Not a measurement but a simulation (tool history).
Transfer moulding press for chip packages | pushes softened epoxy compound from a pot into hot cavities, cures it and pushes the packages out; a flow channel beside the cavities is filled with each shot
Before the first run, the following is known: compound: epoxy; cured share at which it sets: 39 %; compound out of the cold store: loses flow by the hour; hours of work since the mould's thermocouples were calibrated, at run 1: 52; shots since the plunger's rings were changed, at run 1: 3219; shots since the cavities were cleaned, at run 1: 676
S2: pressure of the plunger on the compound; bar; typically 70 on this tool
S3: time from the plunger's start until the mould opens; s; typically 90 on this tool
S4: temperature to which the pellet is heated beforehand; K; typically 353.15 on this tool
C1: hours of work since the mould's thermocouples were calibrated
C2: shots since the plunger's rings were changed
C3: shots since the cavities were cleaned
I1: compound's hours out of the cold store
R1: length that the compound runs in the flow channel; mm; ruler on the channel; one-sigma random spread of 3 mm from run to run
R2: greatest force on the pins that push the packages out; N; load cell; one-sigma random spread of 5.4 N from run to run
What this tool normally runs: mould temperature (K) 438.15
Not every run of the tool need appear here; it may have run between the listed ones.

Run 1, hour 0: usual settings; C1 52; C2 3219; C3 676; I1 39.6. Result: R1 618 mm, R2 373 N.
Run 2, hour 16.8: usual settings but mould temperature (K) 430.15; C1 61; C2 3390; C3 847; I1 46.3. Result: R1 612 mm, R2 585 N.
Run 3, hour 30.3: usual settings but mould temperature (K) 430.15; C1 68; C2 3526; C3 983; I1 30.7. Result: R1 672 mm, R2 618 N.
At hour 34.9: cavities cleaned with cleaning compound and waxed.
Run 4, hour 46.6: usual settings but S2 80.1 bar; C1 76; C2 3676; C3 118; I1 43.8. Result: R1 643 mm, R2 238 N.
Run 5, hour 61.2: usual settings but S2 75.5 bar; C1 84; C2 3823; C3 265; I1 37.4. Result: R1 645 mm, R2 278 N.
Run 6, hour 79.5: usual settings; C1 94; C2 4009; C3 451; I1 10.5. Result: R1 723 mm, R2 348 N.
Run 7, hour 102.2: usual settings but S3 84 s; C1 106; C2 4239; C3 681; I1 28.8. Result: R1 649 mm, R2 403 N.
Run 8, hour 123.1: usual settings but S3 84 s; C1 117; C2 4450; C3 892; I1 25.9. Result: R1 664 mm, R2 422 N.
At hour 137.4: cavities cleaned with cleaning compound and waxed.
Run 9, hour 139.8: usual settings but S3 84 s; C1 125; C2 4604; C3 23; I1 39.8. Result: R1 610 mm, R2 226 N.
At hour 145.4: plunger's sealing rings changed.
Run 10, hour 158.3: usual settings but S3 84 s, S4 354.15 K; C1 134; C2 131; C3 186; I1 8.9. Result: R1 777 mm, R2 309 N.
Run 11, hour 171.9: usual settings but S3 84 s, S4 354.15 K; C1 141; C2 268; C3 323; I1 32.8. Result: R1 671 mm, R2 328 N.
Run 12, hour 182.6: usual settings but S3 84 s, S4 354.15 K; C1 146; C2 377; C3 432; I1 42.9. Result: R1 631 mm, R2 358 N.
Run 13, hour 199.4: usual settings but mould temperature (K) 432.15; C1 155; C2 547; C3 602; I1 27.5. Result: R1 710 mm, R2 468 N.
Run 14, hour 220.7: usual settings but mould temperature (K) 432.15; C1 167; C2 763; C3 818; I1 17.6. Result: R1 752 mm, R2 552 N.
At hour 241.8: cavities cleaned with cleaning compound and waxed.
Run 15, hour 241.8: usual settings but mould temperature (K) 444.15, S2 67.3 bar, S3 75 s, S4 354.15 K; C1 177; C2 962; C3 0; I1 20.7. Result: R1 687 mm, R2 198 N.
Run 16, hour 256: usual settings but mould temperature (K) 431.15, S2 79.9 bar, S3 85 s, S4 361.15 K; C1 185; C2 1105; C3 143; I1 37.2. Result: R1 707 mm, R2 390 N.
Run 17, hour 273.7: usual settings but mould temperature (K) 434.15, S4 362.15 K; C1 194; C2 1285; C3 323; I1 11.4. Result: R1 761 mm, R2 384 N.
Run 18, hour 289: usual settings but S2 61.7 bar, S4 361.15 K; C1 202; C2 1440; C3 478; I1 16. Result: R1 688 mm, R2 331 N.
Run 19, hour 300.3: usual settings but S2 76.6 bar, S3 86 s, S4 361.15 K; C1 208; C2 1554; C3 592; I1 15.9. Result: R1 764 mm, R2 375 N.
Run 20, hour 309.9: usual settings but S2 76.6 bar, S3 86 s, S4 361.15 K; C1 213; C2 1651; C3 689; I1 29.9. Result: R1 703 mm, R2 371 N.
Run 21, hour 330.1: usual settings but mould temperature (K) 439.15, S2 77.9 bar, S3 73 s, S4 356.15 K; C1 224; C2 1856; C3 894; I1 20.6. Result: R1 740 mm, R2 521 N.
At hour 343.3: cavities cleaned with cleaning compound and waxed.
Run 22, hour 346.3: usual settings but mould temperature (K) 444.15, S2 60.5 bar, S3 77 s, S4 347.15 K; C1 232; C2 2005; C3 31; I1 13.6. Result: R1 664 mm, R2 205 N.
Run 23, hour 368.2: usual settings but S2 76.3 bar, S3 104 s, S4 346.15 K; C1 244; C2 2226; C3 252; I1 35.9. Result: R1 669 mm, R2 263 N.
Run 24, hour 387.4: usual settings but mould temperature (K) 439.15; C1 254; C2 2421; C3 447; I1 17.3. Result: R1 709 mm, R2 332 N.
Run 25, hour 405.5: usual settings but mould temperature (K) 435.15; C1 263; C2 2604; C3 630; I1 36.4. Result: R1 644 mm, R2 395 N.

Forecast run 26:
Run 26, hour 418.6: usual settings but S3 96 s; C1 270; C2 2738; C3 764; I1 29.5. Result: R1 ?, R2 ?.

Run 26 came out at R1 661 mm, R2 341 N.
If the tool had no hidden condition, the same run with the same run-to-run variation would have returned R1 689 mm, R2 171 N.
